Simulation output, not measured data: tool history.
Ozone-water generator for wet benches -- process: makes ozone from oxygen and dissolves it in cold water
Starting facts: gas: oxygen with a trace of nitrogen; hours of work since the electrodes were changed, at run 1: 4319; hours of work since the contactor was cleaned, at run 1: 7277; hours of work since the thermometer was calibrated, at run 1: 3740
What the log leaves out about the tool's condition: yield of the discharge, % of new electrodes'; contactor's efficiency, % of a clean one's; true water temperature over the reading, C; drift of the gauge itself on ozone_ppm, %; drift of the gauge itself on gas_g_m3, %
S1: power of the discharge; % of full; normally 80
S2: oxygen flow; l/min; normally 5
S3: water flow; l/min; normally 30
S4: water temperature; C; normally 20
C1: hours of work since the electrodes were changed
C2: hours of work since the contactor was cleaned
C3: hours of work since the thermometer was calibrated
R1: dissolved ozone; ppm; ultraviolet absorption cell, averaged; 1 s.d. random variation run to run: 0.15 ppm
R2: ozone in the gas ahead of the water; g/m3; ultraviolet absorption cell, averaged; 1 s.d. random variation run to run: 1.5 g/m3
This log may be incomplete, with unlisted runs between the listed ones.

run,hour,S1,S2,S3,S4,C1,C2,C3,R1,R2
1,0,80,5,30,20,4319,7277,3740,15.6,247.4
2,81.6,80,5,33,20,4377,7335,3798,13.8,246.3
# hour 156: contactor cleaned
3,205.5,80,5,33,20,4463,35,3884,15,243.9
4,278.7,80,5,30,20,4515,88,3936,17,248.4
5,363.4,80,5,30,20,4575,148,3997,16.8,245.9
6,452.6,80,5,30,20,4639,212,4061,16.6,246.2
7,607.4,80,5,30,20,4750,323,4171,16.7,244.2
8,708.9,80,3.81,30,20,4822,395,4244,15.4,275.5
9,802.4,80,3.81,30,20,4889,462,4311,15.4,272.6
10,953,80,3.81,30,20,4997,569,4418,15.3,270.7
11,1059.5,80,3.81,30,20,5073,646,4494,15.3,273.3
12,1201,80,3.81,30,20,5174,747,4595,15.2,272.1
13,1305.8,80,3.81,30,20,5249,821,4670,15.2,267.2
14,1392.9,80,3.81,30,20,5311,884,4732,15,269.7
15,1511.7,80,5,30,26,5396,969,4817,15.1,238.9
16,1608.1,80,5,30,26,5465,1037,4886,14.9,237.7
17,1748.1,88,5.21,18,14,5565,1138,4986,30.4,248.7
18,1842,88,5.21,18,14,5632,1205,5053,29.9,249
19,1911.8,71,5.21,18,12,5682,1254,5103,27.3,219.4
20,2013.7,83,3.82,18,12,5754,1327,5176,28.5,274
21,2088,83,3.82,18,12,5807,1380,5229,28.4,270.8
22,2186.8,53,3.82,18,17,5878,1451,5300,20.5,208.8
23,2286.1,53,3.82,23,17,5949,1522,5371,16,208.7
24,2387.2,53,3.82,23,17,6021,1594,5443,16.1,206.8
# hour 2415.3: water thermometer calibrated
25,2499.2,80,4.78,23,17,6101,1674,60,21.2,237.8
26,2639.5,80,4.78,23,17,6201,1774,160,21.2,239.3
27,2787.9,63,7.89,30,20,6307,1880,266,14.5,164.9
28,2928.8,48,3.13,23,15,6408,1981,367,14.5,210.5
29,3039.3,48,3.13,23,15,6487,2060,446,14.5,212
30,3146.2,63,2.96,30,15,6563,2136,522,12.2,253.9
31,3290.4,80,3.06,30,15,6666,2239,625,13.8,283.3
32,3356.4,80,3.06,30,15,6713,2286,672,13.8,284.2

What if the next run were any one of these 4? Each begins from the tool's condition after run 32:
A,3435.2,80,5.09,30,20,6770,2342,729,?,?
B,3435.2,54,4.71,24,20,6770,2342,729,?,?
C,3435.2,80,3.06,18,15,6770,2342,729,?,?
D,3435.2,80,2.96,46,17,6770,2342,729,?,?

run,R1,R2
A,15.2,225.8
B,15.1,188.1
C,24.4,284.6
D,7.9,289.3
What these runs would have given with no unlogged condition in the tool:
run,R1,R2
A,19.2,275.4
B,18.2,219.2
C,30.6,346.9
D,10,352.7
